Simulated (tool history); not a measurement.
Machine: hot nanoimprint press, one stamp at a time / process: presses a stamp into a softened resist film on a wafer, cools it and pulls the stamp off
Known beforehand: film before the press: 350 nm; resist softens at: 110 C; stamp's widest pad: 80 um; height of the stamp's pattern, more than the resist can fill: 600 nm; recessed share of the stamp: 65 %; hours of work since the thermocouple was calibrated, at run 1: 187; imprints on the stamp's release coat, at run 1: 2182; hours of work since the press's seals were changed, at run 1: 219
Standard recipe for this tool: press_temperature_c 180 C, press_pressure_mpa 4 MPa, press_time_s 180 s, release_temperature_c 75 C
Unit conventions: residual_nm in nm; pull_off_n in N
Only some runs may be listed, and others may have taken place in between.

run	hour	press_temperature_c	press_pressure_mpa	press_time_s	release_temperature_c	hours of work since the thermocouple was calibrated	imprints on the stamp's release coat	hours of work since the press's seals were changed	residual_nm	pull_off_n
1	0	180	4	180	75	187	2182	219	149.5	271
2	31.7	180	4.14	180	75	210	2323	242	145.7	278
# hour 61.6: stamp cleaned and given a new release coat
3	62.1	180	4.14	296	75	227	2	259	119.1	140
4	79.7	180	4.14	296	75	240	80	272	119.8	138
5	111.3	180	4	180	76	262	221	294	149.8	148
6	139.4	180	4	180	75	282	347	314	150.7	159
7	166.9	180	4	180	71	302	469	334	150.9	181
8	192.8	180	4	180	71	320	584	352	151	182
9	226	180	4	180	71	344	732	376	152.1	199
10	253.9	180	4	180	75	364	857	396	151.9	186
11	271.9	180	2.72	180	62	376	937	409	178.7	253
12	294	180	2.72	180	62	392	1036	424	178.2	256
13	317.3	175	5.01	180	75	409	1139	441	164.2	207
14	350.4	187	4	180	69	432	1287	464	120.2	240
15	365.7	177	2.74	185	69	443	1355	475	192.7	250
16	394.7	177	2.74	221	64	464	1485	496	180.7	295
17	421.2	180	3.58	138	75	483	1603	515	177.2	236
18	439.8	170	2.45	338	74	496	1685	528	208.7	242
# hour 467.7: press's hydraulic seals changed and the load cell set to zero
19	478.4	170	2.45	328	83	517	1822	8	206.1	200
20	499.7	170	2.45	327	70	533	1917	23	206	294

Same runs, no hidden state in the tool, same run-to-run variation:
What the log doesn't record here: true temperature over the reading, C; pressure that arrives at the usual setting, %; grip of the stamp's worn release coat, % over a new coat's; drift of the gauge itself on residual_nm, %; drift of the gauge itself on pull_off_n, %.
run	residual_nm	pull_off_n
1	145.2	133
2	141.1	130
3	114.9	138
4	115.4	132
5	144.4	134
6	144.9	137
7	144.8	150
8	144.7	144
9	145.3	150
10	144.8	134
11	171.7	179
12	171.1	176
13	154.9	136
14	113.7	151
15	184.4	154
16	172.2	174
17	167.9	135
18	198.8	135
19	198.2	106
20	197.9	153
